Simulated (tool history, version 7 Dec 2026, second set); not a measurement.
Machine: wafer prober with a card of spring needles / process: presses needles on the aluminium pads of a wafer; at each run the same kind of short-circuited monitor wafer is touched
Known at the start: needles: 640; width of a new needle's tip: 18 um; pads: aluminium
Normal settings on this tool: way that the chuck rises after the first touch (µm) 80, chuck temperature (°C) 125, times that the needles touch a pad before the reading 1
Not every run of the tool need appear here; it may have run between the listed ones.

run    hour  way that the chuck rises after the first touch (µm)  chuck temperature (°C)  times that the needles touch a pad before the reading  resistance of one needle with its contact and lead (mohm)  way that a needle slides on the pad (µm)
  1       0                                                   80                     125                                                      1                                                        172                                     20.78
        6.9  -- tips cleaned on abrasive film
       22.4  -- tips cleaned on abrasive film
       38.6  -- tips cleaned on abrasive film
       54.5  -- tips cleaned on abrasive film
  2    57.6                                                   80                     125                                                      1                                                        174                                     20.78
       69.8  -- tips cleaned on abrasive film
       83.4  -- tips cleaned on abrasive film
       99.8  -- tips cleaned on abrasive film
  3   102.5                                                   83                     125                                                      1                                                        176                                     21.56
      115.9  -- tips cleaned on abrasive film
      131.9  -- tips cleaned on abrasive film
  4   133.7                                                   83                     125                                                      1                                                        174                                     21.57
      146.8  -- tips cleaned on abrasive film
      161.6  -- tips cleaned on abrasive film
      175.3  -- tips cleaned on abrasive film
  5   175.8                                                   80                      53                                                      1                                                        163                                     20.79
      189.3  -- tips cleaned on abrasive film
        193  -- height of the first contact set anew
      204.6  -- tips cleaned on abrasive film
      221.6  -- tips cleaned on abrasive film
  6   230.2                                                   80                      53                                                      1                                                        160                                     20.81
      236.1  -- tips cleaned on abrasive film
      252.5  -- tips cleaned on abrasive film
      268.5  -- tips cleaned on abrasive film
  7   272.1                                                   80                      53                                                      1                                                        161                                     20.78
      282.4  -- tips cleaned on abrasive film
      298.8  -- tips cleaned on abrasive film
      315.7  -- tips cleaned on abrasive film
  8   328.9                                                   80                      35                                                      1                                                        160                                     20.77
      332.4  -- tips cleaned on abrasive film
      348.9  -- tips cleaned on abrasive film
      365.9  -- tips cleaned on abrasive film
      379.5  -- tips cleaned on abrasive film
  9   379.5                                                   80                      35                                                      1                                                        157                                     20.78
      395.8  -- tips cleaned on abrasive film
      411.7  -- tips cleaned on abrasive film
      427.4  -- tips cleaned on abrasive film
 10   437.1                                                   80                      36                                                      1                                                        161                                     20.77
        443  -- tips cleaned on abrasive film
        460  -- tips cleaned on abrasive film
      475.9  -- tips cleaned on abrasive film
      490.6  -- tips cleaned on abrasive film
 11   490.6                                                   80                      36                                                      1                                                        156                                     20.78
      506.6  -- tips cleaned on abrasive film
      506.9  -- height of the first contact set anew
      520.6  -- tips cleaned on abrasive film
 12   520.6                                                   80                     125                                                      1                                                        176                                     20.78
      535.6  -- tips cleaned on abrasive film
        551  -- tips cleaned on abrasive film
 13   552.6                                                   80                     125                                                      1                                                        172                                     20.81
      567.8  -- tips cleaned on abrasive film
      583.9  -- tips cleaned on abrasive film
 14   587.6                                                   80                     125                                                      1                                                        175                                     20.74
      600.4  -- tips cleaned on abrasive film
      614.5  -- tips cleaned on abrasive film
 15   615.8                                                   99                      77                                                      3                                                        164                                     25.75
      629.4  -- tips cleaned on abrasive film
      646.4  -- tips cleaned on abrasive film
      662.9  -- tips cleaned on abrasive film
 16   664.6                                                   78                      60                                                      2                                                        163                                     20.27
        678  -- tips cleaned on abrasive film
      693.8  -- tips cleaned on abrasive film
 17   693.8                                                   93                      90                                                      2                                                        166                                     24.18
      710.6  -- tips cleaned on abrasive film
 18   717.7                                                   80                     111                                                      2                                                        172                                      20.8
      724.6  -- tips cleaned on abrasive film
      740.7  -- tips cleaned on abrasive film
 19   752.1                                                   68                      55                                                      2                                                        164                                     17.67
      755.2  -- tips cleaned on abrasive film
      771.5  -- tips cleaned on abrasive film
      786.6  -- tips cleaned on abrasive film
 20   787.6                                                   73                      55                                                      2                                                        163                                     18.95
      802.2  -- tips cleaned on abrasive film
      818.9  -- tips cleaned on abrasive film
 21   818.9                                                   83                      48                                                      1                                                        158                                     21.55
      822.2  -- height of the first contact set anew
      833.9  -- tips cleaned on abrasive film
      850.5  -- tips cleaned on abrasive film
 22   850.9                                                   90                     125                                                      1                                                        173                                      23.4
      864.1  -- tips cleaned on abrasive film
 23     876                                                   75                      99                                                      2                                                        171                                     19.49
      879.4  -- tips cleaned on abrasive film
      896.1  -- tips cleaned on abrasive film
      909.7  -- tips cleaned on abrasive film
 24   911.9                                                   77                     125                                                      1                                                        175                                     20.01
      924.7  -- tips cleaned on abrasive film
      941.4  -- tips cleaned on abrasive film
      956.5  -- tips cleaned on abrasive film
 25   956.5                                                   77                     125                                                      1                                                        172                                        20
      972.3  -- tips cleaned on abrasive film
      988.5  -- tips cleaned on abrasive film
 26   996.2                                                   80                     125                                                      2                                                        172                                     20.77
     1002.3  -- tips cleaned on abrasive film
     1017.9  -- tips cleaned on abrasive film
     1033.7  -- tips cleaned on abrasive film
     1048.3  -- tips cleaned on abrasive film
 27  1048.3                                                   80                     125                                                      2                                                        174                                     20.78
     1063.1  -- tips cleaned on abrasive film
     1078.7  -- tips cleaned on abrasive film
 28  1083.4                                                   80                     125                                                      2                                                        174                                     20.77

3 ways to go on from here, each from the tool as it stands after run 28. What would each give?
     1093.7  -- tips cleaned on abrasive film
     1107.3  -- tips cleaned on abrasive film
     1123.3  -- tips cleaned on abrasive film
     1136.7  -- height of the first contact set anew
     1139.4  -- tips cleaned on abrasive film
  A  1142.4                                                   97                      30                                                      1                                                          ?                                         ?
     1093.7  -- tips cleaned on abrasive film
     1107.3  -- tips cleaned on abrasive film
     1123.3  -- tips cleaned on abrasive film
     1136.7  -- height of the first contact set anew
     1139.4  -- tips cleaned on abrasive film
  B  1142.4                                                   61                     125                                                      2                                                          ?                                         ?
     1093.7  -- tips cleaned on abrasive film
     1107.3  -- tips cleaned on abrasive film
     1123.3  -- tips cleaned on abrasive film
     1136.7  -- height of the first contact set anew
     1139.4  -- tips cleaned on abrasive film
  C  1142.4                                                   99                     125                                                      2                                                          ?                                         ?

run  resistance of one needle with its contact and lead (mohm)  way that a needle slides on the pad (µm)
  A                                                        156                                     25.22
  B                                                        180                                     15.86
  C                                                        174                                     25.71
With no hidden state in the tool, these same runs would have given:
run  resistance of one needle with its contact and lead (mohm)  way that a needle slides on the pad (µm)
  A                                                        156                                     25.22
  B                                                        180                                     15.86
  C                                                        174                                     25.71

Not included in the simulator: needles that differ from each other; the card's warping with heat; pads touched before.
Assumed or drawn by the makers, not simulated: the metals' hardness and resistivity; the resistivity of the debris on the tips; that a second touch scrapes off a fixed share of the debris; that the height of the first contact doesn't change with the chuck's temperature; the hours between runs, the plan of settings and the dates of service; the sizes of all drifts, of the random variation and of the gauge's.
